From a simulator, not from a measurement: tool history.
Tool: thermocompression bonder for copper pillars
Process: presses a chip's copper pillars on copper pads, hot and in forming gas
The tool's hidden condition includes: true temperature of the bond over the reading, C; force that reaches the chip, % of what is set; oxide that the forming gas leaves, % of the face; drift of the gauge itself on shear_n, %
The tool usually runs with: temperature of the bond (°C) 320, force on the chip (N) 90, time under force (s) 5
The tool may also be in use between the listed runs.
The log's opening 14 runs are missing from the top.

run	hour	temperature of the bond (°C)	force on the chip (N)	time under force (s)	hours of work since the heater was calibrated	hours of work since the force cell was calibrated	hours of work since the gas filter was changed	force that shears a chip off (N)
15	109.6	320	60	10	127	145	440	104.5
16	117.2	320	90	5	130	148	444	106.1
17	122.5	313	90	7	132	150	446	112.9
18	129.8	313	90	7	135	153	449	111.2
19	136	313	90	7	138	156	451	112.1
20	142.9	302	57	10	141	158	454	85.1
21	147.9	296	105	4	143	161	456	94
22	156	338	124	4	146	164	459	129.9
23	161.5	329	75	5	148	166	462	103.3
24	170	319	71	9	152	170	465	106.2
25	179	319	83	9	155	173	469	117
26	187.1	319	83	9	159	177	472	116.5
27	196.3	338	90	5	162	180	476	119.8
28	201.3	326	60	15	165	182	478	116.6
# hour 207.6: forming gas filter changed
29	207.8	327	66	4	167	185	0	88.1
30	217.8	335	66	4	171	189	4	94.6
31	227.3	294	58	4	175	193	8	56.6
32	237.5	294	58	4	179	197	12	56.1

5 options for the next run, each taken on its own from the tool as it stands now. Forecast them:
A	245.7	339	61	4	183	200	16	?
B	245.7	294	58	7	183	200	16	?
C	245.7	320	90	10	183	200	16	?
D	245.7	320	113	5	183	200	16	?
E	245.7	294	94	4	183	200	16	?

run	force that shears a chip off (N)
A	91
B	70.9
C	127.3
D	119.7
E	83.7
Stripped of hidden state, with their random variation kept, the same runs would have yielded:
run	force that shears a chip off (N)
A	91
B	71
C	127.3
D	119.7
E	83.7
